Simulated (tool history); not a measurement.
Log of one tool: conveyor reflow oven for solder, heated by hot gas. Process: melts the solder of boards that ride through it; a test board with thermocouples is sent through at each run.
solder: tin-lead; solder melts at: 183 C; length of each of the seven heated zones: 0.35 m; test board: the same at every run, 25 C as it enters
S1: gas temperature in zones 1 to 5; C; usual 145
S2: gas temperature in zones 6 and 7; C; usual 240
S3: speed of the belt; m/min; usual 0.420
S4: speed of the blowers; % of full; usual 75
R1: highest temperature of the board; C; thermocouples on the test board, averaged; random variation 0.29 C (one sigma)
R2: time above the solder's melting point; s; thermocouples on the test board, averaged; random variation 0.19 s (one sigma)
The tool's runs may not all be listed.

run,hour,S1,S2,S3,S4,R1,R2
1,0.0,145,240,0.420,75,229.3,89.8
2,40.0,145,240,0.420,75,229.0,89.8
3,84.8,145,240,0.420,56,224.5,86.5
4,128.3,145,240,0.420,56,225.0,86.3
5,202.8,140,240,0.420,75,227.8,87.1
6,252.6,145,240,0.420,75,228.2,89.6
7,312.8,145,240,0.420,75,227.7,89.5
# hour 327.9: flux residue cleaned out of gas plates and filters
8,354.5,145,240,0.420,75,228.3,90.1
9,387.8,145,236,0.420,75,225.3,87.4
10,426.0,145,244,0.420,75,232.0,92.6
# hour 475.8: belt drive overhauled, speed set with a stopwatch
11,494.0,145,240,0.420,75,228.1,87.9
12,532.3,145,240,0.420,75,227.6,88.1
13,566.3,145,240,0.420,75,227.5,87.8
14,598.8,145,250,0.389,55,234.8,99.6
15,650.4,145,239,0.359,75,229.9,105.6
# hour 659.9: flux residue cleaned out of gas plates and filters
16,699.6,145,239,0.359,75,229.9,105.8
17,739.6,148,251,0.387,52,234.9,102.6
18,812.5,133,255,0.354,75,244.3,111.0
19,877.1,147,255,0.354,52,240.8,115.8
20,915.2,147,255,0.354,52,241.1,115.7
21,950.6,147,255,0.354,52,240.9,115.9
# hour 989.3: flux residue cleaned out of gas plates and filters
22,1029.9,147,255,0.354,52,241.5,116.3
23,1104.2,136,253,0.476,78,235.2,79.0
24,1135.2,136,253,0.476,78,234.9,78.8
25,1186.7,158,240,0.419,75,228.4,96.2
26,1227.6,158,240,0.419,75,228.2,95.8

Hidden state or all else? Some run-to-run changes of R1, split into what the settings, what came in and random variation would give without the hidden state, and what is left for the hidden state (with any gauge scatter that isn't in both results):
The hidden state here: heat that the gas passes to the board, % of a clean oven's; belt's true speed, % of the reading; true gas temperature in zones 6 and 7 over the reading, C; drift of the gauge itself on peak_c, C; drift of the gauge itself on liquid_s, %.
Run 7 -> 8: flux residue cleaned out of gas plates and filters. R1 +0.6 C: hidden state +0.5, all else +0.1.
Run 10 -> 11: S2 244 -> 240, belt drive overhauled, speed set with a stopwatch. R1 -3.9 C: hidden state -0.7, all else -3.2.
Run 13 -> 14: S2 240 -> 250, S3 0.420 -> 0.389, S4 75 -> 55. R1 +7.3 C: hidden state +0.0, all else +7.3.
Run 17 -> 18: S1 148 -> 133, S2 251 -> 255, S3 0.387 -> 0.354, S4 52 -> 75. R1 +9.4 C: hidden state -0.3, all else +9.7.
